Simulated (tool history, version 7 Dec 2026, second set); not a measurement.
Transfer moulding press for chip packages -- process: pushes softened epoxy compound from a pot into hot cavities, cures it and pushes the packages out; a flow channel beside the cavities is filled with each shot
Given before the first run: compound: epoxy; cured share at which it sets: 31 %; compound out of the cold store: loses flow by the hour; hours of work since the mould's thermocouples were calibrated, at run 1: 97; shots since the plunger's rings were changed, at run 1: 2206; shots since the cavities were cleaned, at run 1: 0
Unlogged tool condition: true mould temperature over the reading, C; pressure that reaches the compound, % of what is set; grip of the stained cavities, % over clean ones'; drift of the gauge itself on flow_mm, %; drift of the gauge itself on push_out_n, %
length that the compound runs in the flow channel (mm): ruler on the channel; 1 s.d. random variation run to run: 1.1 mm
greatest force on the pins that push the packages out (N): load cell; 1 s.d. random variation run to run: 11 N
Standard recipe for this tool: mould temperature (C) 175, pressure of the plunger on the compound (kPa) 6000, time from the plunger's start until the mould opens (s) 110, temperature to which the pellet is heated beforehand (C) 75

run	hour	mould temperature (C)	pressure of the plunger on the compound (kPa)	time from the plunger's start until the mould opens (s)	temperature to which the pellet is heated beforehand (C)	hours of work since the mould's thermocouples were calibrated	shots since the plunger's rings were changed	shots since the cavities were cleaned	incoming compound's hours out of the cold store	length that the compound runs in the flow channel (mm)	greatest force on the pins that push the packages out (N)
1	0	175	6000	110	75	97	2206	0	29.8	592	493
2	12.2	175	6000	110	75	104	2331	125	38.3	570	632
3	18.4	175	5280	110	75	108	2395	189	12.3	590	672
4	31.1	175	4740	110	75	115	2525	319	9.9	561	803
5	38.8	175	6000	110	69	120	2604	398	31.7	585	835
6	45.5	175	6000	110	69	124	2673	467	15.4	619	840
7	58.4	175	6000	116	75	132	2805	599	44.5	558	859
8	64.8	175	6000	124	75	136	2872	666	42.2	562	857
9	78.3	175	6000	110	68	144	3010	804	47.8	551	947
10	85.8	175	6000	110	68	149	3086	880	9.4	630	979
# hour 94.4: plunger's sealing rings changed
11	97.5	175	6000	110	68	154	31	975	18.6	625	1024
# hour 100.7: mould's thermocouples calibrated
# hour 105.3: cavities cleaned with cleaning compound and waxed
12	111	175	6000	110	75	5	134	59	21.3	616	547
13	125.9	175	6000	110	75	14	287	212	37.1	585	710
14	141	175	6000	110	75	23	442	367	37.5	580	811
# hour 145.4: mould's thermocouples calibrated, once more
15	153.3	175	6000	110	75	5	548	473	45.5	566	841
16	164.5	176	6000	139	76	12	662	587	27.3	599	799
17	170.8	169	6000	127	75	15	727	652	29.1	622	1035
18	181.9	169	6000	127	75	22	842	767	12.2	660	1119
19	194.7	181	6000	103	75	30	972	897	13	614	891
# hour 207.9: cavities cleaned with cleaning compound and waxed
20	211.2	179	4810	110	68	39	1127	35	16.8	548	486
21	226.3	179	4810	110	68	48	1282	190	19.1	541	609
22	233	175	6000	129	76	52	1350	258	43.1	565	701
23	241.9	183	4920	122	79	58	1442	350	37	502	689
24	250.3	175	7460	113	72	63	1528	436	11.4	709	858
25	262.2	175	6880	113	72	70	1651	559	37.6	619	858
26	276.1	175	6880	113	72	78	1793	701	28.9	638	880
27	286.2	175	5300	112	74	84	1897	805	36.6	543	971
28	297.2	175	5300	112	74	91	2009	917	38.3	539	1004

Below are 3 alternative next runs, each starting from the tool's condition after run 28. Predict each:
# hour 308.4: cavities cleaned with cleaning compound and waxed
A	309.5	175	4800	110	75	98	2121	12	18.9	?	?
# hour 308.4: cavities cleaned with cleaning compound and waxed
B	309.5	179	5310	147	74	98	2121	12	39.3	?	?
# hour 308.4: cavities cleaned with cleaning compound and waxed
C	309.5	175	6000	110	73	98	2121	12	26	?	?

run	length that the compound runs in the flow channel (mm)	greatest force on the pins that push the packages out (N)
A	549	514
B	526	460
C	600	520
With no hidden state in the tool, these same runs would have given:
run	length that the compound runs in the flow channel (mm)	greatest force on the pins that push the packages out (N)
A	559	496
B	535	443
C	611	501
